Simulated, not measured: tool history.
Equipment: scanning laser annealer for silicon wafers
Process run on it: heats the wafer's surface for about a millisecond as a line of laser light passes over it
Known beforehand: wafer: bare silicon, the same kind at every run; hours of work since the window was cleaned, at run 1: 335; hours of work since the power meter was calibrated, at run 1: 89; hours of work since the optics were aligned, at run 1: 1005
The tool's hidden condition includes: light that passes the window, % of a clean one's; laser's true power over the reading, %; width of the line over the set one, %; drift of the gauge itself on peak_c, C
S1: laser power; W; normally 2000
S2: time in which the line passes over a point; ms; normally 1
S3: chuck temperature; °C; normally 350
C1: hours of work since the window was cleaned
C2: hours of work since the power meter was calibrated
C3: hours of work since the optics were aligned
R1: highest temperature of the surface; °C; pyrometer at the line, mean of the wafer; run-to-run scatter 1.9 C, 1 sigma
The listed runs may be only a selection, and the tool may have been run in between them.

run   hour    S1    S2   S3   C1   C2    C3    R1
  1      0  2000     1  350  335   89  1005  1056
  2   11.9  2000     1  350  340   94  1010  1051
  3     32  2000     1  350  349  103  1019  1050
  4   47.1  2000     1  350  355  109  1025  1050
  5   62.7  2000     1  350  362  116  1032  1050
  6   79.3  2000     1  350  369  123  1039  1051
  7   93.7  2000     1  350  375  129  1045  1049
  8  109.2  2000     1  331  382  136  1052  1026
  9  124.4  2000     1  331  388  142  1058  1025
 10    146  2019     1  331  397  151  1067  1034
 11  167.3  2113     1  350  406  161  1076  1095
 12  185.8  2106     1  350  414  168  1084  1092
 13  205.4  2000  0.89  350  423  177  1093   999
 14  222.7  2000     1  383  430  184  1100  1076
 15    235  2000     1  383  435  189  1105  1076
 16  253.8  2000     1  350  443  197  1113  1041
 17  266.7  2000     1  350  449  203  1119  1039
 18  276.5  2000     1  350  453  207  1123  1038
 19    288  2000     1  350  458  212  1128  1042
 20  298.9  2000     1  350  463  217  1132  1040
 21  320.1  2000     1  350  472  226  1141  1042
 22  339.8  1769  1.12  350  480  234  1150   979
     346.3  -- window over the wafer cleaned
 23  352.5  1876  1.12  323    3  239  1154  1038
 24  372.9  1838     1  351   11  247  1163  1006
 25  383.9  1806   1.1  350   16  252  1168  1022
 26  401.1  1806   1.1  350   23  259  1175  1018
 27  412.7  2037     1  332   28  264  1180  1076
 28  434.3  1973     1  350   38  273  1189  1060
 29  447.3  2138  0.86  361   43  279  1195  1082
 30  458.4  1832  0.82  350   48  284  1199   926
 31    473  2065  0.94  364   54  290  1206  1089
 32  494.6  1932  0.71  350   63  299  1215   917
 33    516  1932  1.08  375   72  308  1224  1096
 34  525.9  2000  0.96  350   77  312  1228  1055
 35  540.5  1850  0.75  385   83  319  1234   937
 36  551.3  1850  1.06  346   87  323  1239  1022
 37  571.8  1850  1.06  346   96  332  1248  1020
 38  588.6  1850  1.06  346  103  339  1255  1016

Entry by entry between the runs, the difference in hidden state between the last listed run before and the first listed run after:
After run 22, before run 23: window over the wafer cleaned (hour 346.3)
  light that passes the window, % of a clean one's: 95.48 -> 99.64; width of the line over the set one, %: 3.67 -> 3.68
  measured less the result without the state, R1: -55 -> -21 °C
